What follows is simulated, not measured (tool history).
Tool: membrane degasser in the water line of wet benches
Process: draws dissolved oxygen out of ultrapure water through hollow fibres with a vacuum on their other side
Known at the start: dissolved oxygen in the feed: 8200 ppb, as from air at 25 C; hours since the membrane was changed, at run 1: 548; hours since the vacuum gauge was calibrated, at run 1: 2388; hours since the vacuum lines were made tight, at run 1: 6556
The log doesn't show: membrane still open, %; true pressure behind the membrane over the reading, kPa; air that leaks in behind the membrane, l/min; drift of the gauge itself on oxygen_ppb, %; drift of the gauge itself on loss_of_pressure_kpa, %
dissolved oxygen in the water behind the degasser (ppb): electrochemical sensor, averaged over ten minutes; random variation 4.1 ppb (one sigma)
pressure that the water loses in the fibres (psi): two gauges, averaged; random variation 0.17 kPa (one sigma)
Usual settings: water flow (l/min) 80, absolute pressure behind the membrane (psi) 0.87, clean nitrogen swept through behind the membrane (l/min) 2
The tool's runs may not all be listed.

run     day  water flow (l/min)  absolute pressure behind the membrane (psi)  clean nitrogen swept through behind the membrane (l/min)  hours since the membrane was changed  hours since the vacuum gauge was calibrated  hours since the vacuum lines were made tight  dissolved oxygen in the water behind the degasser (ppb)  pressure that the water loses in the fibres (psi)
  1       0                  80                                         0.87                                                         2                                   548                                         2388                                          6556                                                    423.3                                              4.049
  2   1.754                  80                                         0.87                                                         2                                   590                                         2430                                          6598                                                    426.5                                              4.092
  3   3.983                  80                                         0.87                                                         2                                   643                                         2483                                          6652                                                    423.2                                              4.116
  4   5.238                  70                                         0.87                                                         2                                   674                                         2513                                          6682                                                    367.8                                              3.604
  5   7.483                  70                                         0.87                                                         2                                   727                                         2567                                          6736                                                    377.7                                              3.607
  6   9.254                  80                                         0.87                                                      5.64                                   770                                         2610                                          6778                                                      294                                              4.096
  7    10.5                  80                                         0.87                                                      5.64                                   800                                         2640                                          6808                                                      293                                              4.102
  8  12.379                  80                                         0.87                                                      5.64                                   845                                         2685                                          6853                                                    296.1                                              4.097
  9  14.638                  80                                         0.87                                                      5.64                                   899                                         2739                                          6908                                                    292.3                                              4.084
 10  16.029                  80                                         0.87                                                      5.64                                   933                                         2772                                          6941                                                    294.3                                              4.094
 11  17.096                  80                                         0.87                                                      2.69                                   958                                         2798                                          6967                                                    383.6                                              4.058
 12  19.012                  73                                        0.756                                                         2                                  1004                                         2844                                          7013                                                    325.8                                              3.745
 13  19.975                  73                                        1.117                                                         2                                  1027                                         2867                                          7036                                                    501.2                                              3.723

Forecast each of these 4 alternatives for the next run:
  A  21.979                  80                                         0.87                                                      1.01                                  1075                                         2915                                          7084                                                        ?                                                  ?
  B  21.979                 116                                        0.658                                                         2                                  1075                                         2915                                          7084                                                        ?                                                  ?
  C  21.979                  69                                         0.87                                                      1.35                                  1075                                         2915                                          7084                                                        ?                                                  ?
  D  21.979                  92                                        1.403                                                      2.02                                  1075                                         2915                                          7084                                                        ?                                                  ?

run  dissolved oxygen in the water behind the degasser (ppb)  pressure that the water loses in the fibres (psi)
  A                                                      562                                              4.131
  B                                                    459.9                                              5.992
  C                                                    432.9                                              3.566
  D                                                    780.1                                              4.722
Without the tool's hidden state the same runs would have given:
run  dissolved oxygen in the water behind the degasser (ppb)  pressure that the water loses in the fibres (psi)
  A                                                    540.9                                              4.113
  B                                                    440.4                                              5.965
  C                                                    416.4                                              3.552
  D                                                    764.7                                              4.702
